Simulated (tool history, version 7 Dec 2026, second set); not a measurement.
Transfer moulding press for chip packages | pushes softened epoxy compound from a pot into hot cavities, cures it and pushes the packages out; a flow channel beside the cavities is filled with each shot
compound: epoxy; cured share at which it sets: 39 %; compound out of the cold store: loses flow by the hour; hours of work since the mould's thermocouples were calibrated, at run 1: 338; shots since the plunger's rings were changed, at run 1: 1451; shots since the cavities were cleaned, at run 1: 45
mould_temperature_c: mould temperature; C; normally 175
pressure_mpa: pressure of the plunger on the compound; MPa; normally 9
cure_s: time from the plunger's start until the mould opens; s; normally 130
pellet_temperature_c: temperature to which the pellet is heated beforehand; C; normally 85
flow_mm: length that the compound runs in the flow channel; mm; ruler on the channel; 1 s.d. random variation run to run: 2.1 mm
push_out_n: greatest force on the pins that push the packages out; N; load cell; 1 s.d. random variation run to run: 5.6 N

| run | hour | mould_temperature_c | pressure_mpa | cure_s | pellet_temperature_c | hours of work since the mould's thermocouples were calibrated | shots since the plunger's rings were changed | shots since the cavities were cleaned | incoming compound's hours out of the cold store | flow_mm | push_out_n |
|---|---|---|---|---|---|---|---|---|---|---|---|
| 1 | 0 | 175 | 9 | 130 | 85 | 338 | 1451 | 45 | 18.9 | 523 | 207 |
| 2 | 18.7 | 175 | 9 | 130 | 84 | 347 | 1589 | 183 | 29.3 | 498 | 228 |
| 3 | 40.2 | 175 | 9 | 130 | 84 | 357 | 1749 | 343 | 22.5 | 512 | 248 |
| 4 | 55.3 | 175 | 9 | 142 | 85 | 364 | 1861 | 455 | 44 | 469 | 235 |
| 5 | 71.5 | 175 | 9 | 142 | 85 | 372 | 1981 | 575 | 45.7 | 464 | 265 |
|  | 83 | cavities cleaned with cleaning compound and waxed |
| 6 | 90.9 | 175 | 9.1 | 130 | 85 | 380 | 2114 | 59 | 24.1 | 507 | 219 |
| 7 | 107.8 | 175 | 9 | 130 | 89 | 388 | 2240 | 185 | 39.5 | 476 | 222 |
| 8 | 119.7 | 175 | 9 | 130 | 95 | 394 | 2328 | 273 | 32.2 | 487 | 230 |
| 9 | 132.8 | 175 | 9 | 130 | 94 | 400 | 2425 | 370 | 33.9 | 481 | 247 |
| 10 | 143.2 | 177 | 9 | 130 | 94 | 405 | 2502 | 447 | 40 | 468 | 244 |
| 11 | 164.3 | 177 | 9 | 130 | 94 | 415 | 2659 | 604 | 40.9 | 467 | 263 |
|  | 171.1 | cavities cleaned with cleaning compound and waxed |
| 12 | 179.6 | 177 | 9 | 130 | 94 | 421 | 2762 | 63 | 13.3 | 518 | 206 |
| 13 | 194.8 | 177 | 9 | 130 | 94 | 429 | 2874 | 175 | 32.2 | 481 | 224 |
|  | 207.1 | plunger's sealing rings changed |
| 14 | 208.6 | 177 | 9 | 130 | 94 | 434 | 11 | 259 | 46.7 | 474 | 236 |
| 15 | 228.5 | 177 | 9 | 130 | 94 | 443 | 159 | 407 | 29.8 | 503 | 244 |
| 16 | 244.6 | 181 | 8.25 | 113 | 78 | 451 | 279 | 527 | 42.4 | 451 | 265 |
|  | 261.4 | cavities cleaned with cleaning compound and waxed |
| 17 | 261.4 | 181 | 9.39 | 113 | 87 | 458 | 392 | 0 | 12.9 | 540 | 191 |
| 18 | 277.3 | 175 | 9 | 166 | 76 | 466 | 510 | 118 | 46.8 | 474 | 203 |
| 19 | 291.8 | 182 | 8.32 | 142 | 83 | 473 | 618 | 226 | 32.5 | 466 | 222 |
| 20 | 301.1 | 171 | 9 | 117 | 91 | 477 | 686 | 294 | 44.4 | 485 | 300 |
| 21 | 322.9 | 170 | 9 | 112 | 81 | 487 | 848 | 456 | 23.8 | 526 | 399 |
| 22 | 334.9 | 175 | 9.93 | 130 | 85 | 493 | 938 | 546 | 25.8 | 535 | 267 |
| 23 | 345.6 | 175 | 9 | 130 | 77 | 498 | 1017 | 625 | 47.6 | 469 | 280 |
|  | 349.1 | cavities cleaned with cleaning compound and waxed |
| 24 | 365.6 | 173 | 10.51 | 156 | 94 | 507 | 1154 | 122 | 25.6 | 559 | 202 |
| 25 | 376.6 | 178 | 8.61 | 130 | 81 | 512 | 1236 | 204 | 29 | 486 | 216 |
| 26 | 395 | 174 | 9.32 | 122 | 89 | 521 | 1372 | 340 | 38.7 | 491 | 248 |
| 27 | 412.1 | 181 | 7.36 | 130 | 85 | 529 | 1500 | 468 | 34.7 | 434 | 245 |
| 28 | 429.7 | 180 | 9.33 | 150 | 76 | 537 | 1630 | 598 | 41.1 | 477 | 250 |
|  | 437.5 | cavities cleaned with cleaning compound and waxed |
| 29 | 448.2 | 175 | 9.71 | 142 | 85 | 545 | 1756 | 79 | 11.2 | 559 | 206 |
| 30 | 460.5 | 172 | 8.3 | 165 | 91 | 551 | 1847 | 170 | 17.3 | 503 | 207 |

For each entry between runs, how does the tool's hidden state at the last listed run before it compare with that at the first listed run after it?
Runs 5 to 6: cavities cleaned with cleaning compound and waxed (hour 83)
  true mould temperature over the reading, C: 0.58 -> 0.59; pressure that reaches the compound, % of what is set: 94.65 -> 94.34; grip of the stained cavities, % over clean ones': 40.5 -> 7.9
  measured value less the no-hidden-state value, flow_mm: -14 -> -16 mm; push_out_n: +76 -> +13 N
Runs 11 to 12: cavities cleaned with cleaning compound and waxed (hour 171.1)
  pressure that reaches the compound, % of what is set: 93.01 -> 92.76; grip of the stained cavities, % over clean ones': 41.2 -> 8.3
  measured value less the no-hidden-state value, flow_mm: -19 -> -22 mm; push_out_n: +74 -> +14 N
Runs 13 to 14: plunger's sealing rings changed (hour 207.1)
  pressure that reaches the compound, % of what is set: 92.48 -> 99.95; grip of the stained cavities, % over clean ones': 18 -> 24.1
  measured value less the no-hidden-state value, flow_mm: -20 -> -1 mm; push_out_n: +33 -> +44 N
Runs 16 to 17: cavities cleaned with cleaning compound and waxed (hour 261.4)
  true mould temperature over the reading, C: 0.66 -> 0.67; pressure that reaches the compound, % of what is set: 99.34 -> 99.04; grip of the stained cavities, % over clean ones': 38.4 -> 2
  measured value less the no-hidden-state value, flow_mm: -3 -> -4 mm; push_out_n: +73 -> +1 N
Runs 23 to 24: cavities cleaned with cleaning compound and waxed (hour 349.1)
  pressure that reaches the compound, % of what is set: 97.52 -> 97.18; grip of the stained cavities, % over clean ones': 42.1 -> 12.6
  measured value less the no-hidden-state value, flow_mm: -7 -> -10 mm; push_out_n: +80 -> +22 N
Runs 28 to 29: cavities cleaned with cleaning compound and waxed (hour 437.5)
  true mould temperature over the reading, C: 0.74 -> 0.75; pressure that reaches the compound, % of what is set: 96 -> 95.68; grip of the stained cavities, % over clean ones': 40 -> 11.3
  measured value less the no-hidden-state value, flow_mm: -11 -> -14 mm; push_out_n: +71 -> +20 N

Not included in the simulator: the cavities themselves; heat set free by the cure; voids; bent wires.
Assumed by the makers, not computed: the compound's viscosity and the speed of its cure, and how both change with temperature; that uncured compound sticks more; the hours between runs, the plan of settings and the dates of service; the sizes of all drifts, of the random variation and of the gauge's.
